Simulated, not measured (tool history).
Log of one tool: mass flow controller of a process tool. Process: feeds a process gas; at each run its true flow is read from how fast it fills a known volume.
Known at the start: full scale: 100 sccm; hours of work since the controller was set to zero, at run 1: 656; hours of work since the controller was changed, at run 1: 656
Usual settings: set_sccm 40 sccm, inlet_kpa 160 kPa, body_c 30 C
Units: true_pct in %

run,hour,set_sccm,inlet_kpa,body_c,hours of work since the controller was set to zero,hours of work since the controller was changed,true_pct
1,0.0,40,160,30,656,656,98.29
2,80.1,82,160,30,710,710,99.13
3,162.8,11,160,30,765,765,97.04
4,240.5,40,160,34,817,817,98.11
5,301.6,44,160,34,858,858,98.11
6,351.5,44,160,34,892,892,98.05
7,431.8,44,160,34,946,946,98.10
8,500.5,44,160,34,992,992,97.87
9,587.5,44,160,34,1051,1051,98.03
10,646.6,40,160,30,1090,1090,98.12
11,714.8,40,162,30,1136,1136,98.04
12,753.5,40,162,30,1162,1162,97.89
13,794.8,40,162,30,1190,1190,97.91
14,850.2,40,160,30,1227,1227,97.88
15,922.7,40,160,30,1276,1276,98.02
# hour 930.8: controller's zero set anew
16,991.3,40,160,30,41,1322,97.77
17,1079.0,10,160,30,100,1380,94.97
18,1149.2,10,160,30,147,1428,94.74
19,1199.4,10,160,30,180,1461,94.71
# hour 1248.5: controller's zero set anew, once more
20,1248.5,10,160,30,0,1494,97.40
21,1286.2,10,160,30,25,1519,97.53
22,1325.2,10,160,30,52,1545,97.37
23,1408.1,10,160,30,107,1601,97.38
24,1449.7,11,160,31,135,1629,97.32
25,1508.9,11,160,31,175,1669,97.22
26,1559.7,34,202,34,209,1703,97.80
27,1596.4,34,202,34,234,1728,97.68
28,1661.2,25,160,30,277,1771,97.56
29,1735.2,26,147,29,327,1821,97.70
30,1776.9,66,141,38,355,1849,97.82

The next listed run, before its measurement:
31,1849.0,33,175,28,403,1897,?

{"run 31": {"true_pct": 97.98}}
Without the tool's hidden state the same run would have given true_pct 98.76 %.
